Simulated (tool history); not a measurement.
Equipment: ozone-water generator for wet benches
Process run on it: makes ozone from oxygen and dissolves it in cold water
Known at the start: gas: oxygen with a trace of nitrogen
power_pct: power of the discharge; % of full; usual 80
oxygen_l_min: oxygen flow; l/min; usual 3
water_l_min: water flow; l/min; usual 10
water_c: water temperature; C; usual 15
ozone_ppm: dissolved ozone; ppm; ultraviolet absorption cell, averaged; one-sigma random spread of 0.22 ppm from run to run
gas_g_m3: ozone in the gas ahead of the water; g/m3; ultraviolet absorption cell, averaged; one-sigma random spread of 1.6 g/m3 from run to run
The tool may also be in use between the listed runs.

| run | hour | power_pct | oxygen_l_min | water_l_min | water_c | ozone_ppm | gas_g_m3 |
|---|---|---|---|---|---|---|---|
| 1 | 0 | 80 | 3 | 10 | 15 | 32.1 | 298.3 |
| 2 | 27.7 | 80 | 3 | 10 | 15 | 32.1 | 296.3 |
| 3 | 46.7 | 80 | 3 | 10 | 15 | 31.8 | 294.5 |
| 4 | 72 | 80 | 3 | 8 | 15 | 38.9 | 298.6 |
| 5 | 96.1 | 80 | 3 | 10 | 15 | 32.3 | 295.2 |
| 6 | 127.2 | 80 | 3 | 10 | 15 | 31.7 | 297.6 |
| 7 | 160.5 | 80 | 3 | 10 | 15 | 32 | 295.4 |
| 8 | 189.5 | 75 | 3 | 10 | 15 | 31 | 284.8 |
| 9 | 225.1 | 75 | 3 | 10 | 15 | 31 | 284.1 |
| 10 | 261 | 52 | 3 | 11 | 15 | 23.1 | 231.4 |
| 11 | 286.7 | 58 | 1.53 | 13 | 19 | 17.2 | 327 |
|  | 289 | water thermometer calibrated |
| 12 | 306.5 | 99 | 4.1 | 7 | 22 | 41 | 290.9 |
| 13 | 329.3 | 80 | 3 | 16 | 15 | 20.3 | 295.6 |
| 14 | 365.4 | 80 | 3 | 10 | 12 | 33.3 | 297.4 |
|  | 385 | water thermometer calibrated, once more |
| 15 | 387.9 | 80 | 3 | 10 | 12 | 32.9 | 297.3 |
| 16 | 404.5 | 73 | 1.65 | 7 | 15 | 38 | 364.7 |
| 17 | 432.6 | 80 | 4.13 | 10 | 15 | 32.4 | 256.7 |

Predict each of these 4 candidate next runs independently; none follows another, all start after run 17:
| A | 456.3 | 69 | 3.86 | 10 | 15 | ? | ? |
| B | 456.3 | 52 | 3 | 15 | 15 | ? | ? |
| C | 456.3 | 80 | 2.62 | 10 | 12 | ? | ? |
| D | 456.3 | 88 | 4.13 | 10 | 15 | ? | ? |

| run | ozone_ppm | gas_g_m3 |
|---|---|---|
| A | 30 | 244.8 |
| B | 17 | 228.1 |
| C | 32.7 | 314.7 |
| D | 34.4 | 269.1 |
Take away the tool's hidden state, keep each run's random variation, and the runs would have read:
| run | ozone_ppm | gas_g_m3 |
|---|---|---|
| A | 30.4 | 245.3 |
| B | 17.2 | 228.5 |
| C | 33.1 | 315.3 |
| D | 34.8 | 269.7 |
